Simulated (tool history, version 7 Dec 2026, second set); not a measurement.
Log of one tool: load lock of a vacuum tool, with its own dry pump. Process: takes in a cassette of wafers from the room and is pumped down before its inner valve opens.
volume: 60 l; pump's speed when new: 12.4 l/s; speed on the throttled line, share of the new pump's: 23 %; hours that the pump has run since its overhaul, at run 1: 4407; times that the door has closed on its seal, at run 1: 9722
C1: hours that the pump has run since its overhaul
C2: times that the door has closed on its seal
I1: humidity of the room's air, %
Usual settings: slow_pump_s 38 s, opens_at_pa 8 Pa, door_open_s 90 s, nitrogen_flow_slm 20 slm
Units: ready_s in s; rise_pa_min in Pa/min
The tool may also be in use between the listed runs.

Run 1, hour 0: usual settings; C1 4407; C2 9722; I1 43.6. Result: ready_s 77.5 s, rise_pa_min 0.048 Pa/min.
Run 2, hour 93: usual settings; C1 4500; C2 9900; I1 42.2. Result: ready_s 77.8 s, rise_pa_min 0.051 Pa/min.
Run 3, hour 196.5: usual settings but door_open_s 157 s; C1 4604; C2 10099; I1 45.4. Result: ready_s 76.7 s, rise_pa_min 0.067 Pa/min.
Run 4, hour 391.1: usual settings; C1 4798; C2 10472; I1 45.6. Result: ready_s 77.5 s, rise_pa_min 0.057 Pa/min.
Run 5, hour 508.4: usual settings but opens_at_pa 9 Pa; C1 4915; C2 10697; I1 45.2. Result: ready_s 76.6 s, rise_pa_min 0.052 Pa/min.
Run 6, hour 616.7: usual settings but opens_at_pa 9 Pa; C1 5024; C2 10905; I1 46.1. Result: ready_s 77.3 s, rise_pa_min 0.056 Pa/min.
Run 7, hour 815.2: usual settings but opens_at_pa 9 Pa; C1 5222; C2 11286; I1 46.6. Result: ready_s 76.6 s, rise_pa_min 0.059 Pa/min.
Run 8, hour 1005.9: usual settings but slow_pump_s 22 s, nitrogen_flow_slm 5 slm; C1 5413; C2 11652; I1 40.8. Result: ready_s 65.7 s, rise_pa_min 0.077 Pa/min.
Run 9, hour 1194.9: usual settings but slow_pump_s 29 s, door_open_s 46 s, nitrogen_flow_slm 11 slm; C1 5602; C2 12014; I1 44.4. Result: ready_s 71.1 s, rise_pa_min 0.057 Pa/min.
Run 10, hour 1316: usual settings but slow_pump_s 29 s, door_open_s 46 s, nitrogen_flow_slm 11 slm; C1 5723; C2 12246; I1 48.9. Result: ready_s 71.7 s, rise_pa_min 0.061 Pa/min.
Run 11, hour 1461.7: usual settings but slow_pump_s 58 s, door_open_s 93 s; C1 5869; C2 12526; I1 44.5. Result: ready_s 92.5 s, rise_pa_min 0.07 Pa/min.
Run 12, hour 1641.6: usual settings but slow_pump_s 58 s, opens_at_pa 15 Pa, door_open_s 93 s, nitrogen_flow_slm 21 slm; C1 6049; C2 12871; I1 41.7. Result: ready_s 90.3 s, rise_pa_min 0.071 Pa/min.

4 ways to go on from here, each from the tool as it stands after run 12. What would each give?
Run A, hour 1806.2: usual settings but slow_pump_s 58 s, opens_at_pa 12 Pa, door_open_s 93 s, nitrogen_flow_slm 21 slm; C1 6213; C2 13187; I1 45.6. Result: ready_s ?, rise_pa_min ?.
Run B, hour 1806.2: usual settings but slow_pump_s 64 s, opens_at_pa 12 Pa, door_open_s 57 s; C1 6213; C2 13187; I1 48.3. Result: ready_s ?, rise_pa_min ?.
Run C, hour 1806.2: usual settings but slow_pump_s 29 s, opens_at_pa 7 Pa; C1 6213; C2 13187; I1 48.6. Result: ready_s ?, rise_pa_min ?.
Run D, hour 1806.2: usual settings but slow_pump_s 65 s, opens_at_pa 11 Pa, nitrogen_flow_slm 28 slm; C1 6213; C2 13187; I1 46.4. Result: ready_s ?, rise_pa_min ?.

run  ready_s  rise_pa_min
  A       90        0.068
  B       96        0.059
  C     72.1        0.069
  D     96.1        0.067
Without the tool's hidden state the same runs would have given:
run  ready_s  rise_pa_min
  A     87.5        0.027
  B     93.6        0.019
  C     68.8        0.028
  D     93.7        0.026

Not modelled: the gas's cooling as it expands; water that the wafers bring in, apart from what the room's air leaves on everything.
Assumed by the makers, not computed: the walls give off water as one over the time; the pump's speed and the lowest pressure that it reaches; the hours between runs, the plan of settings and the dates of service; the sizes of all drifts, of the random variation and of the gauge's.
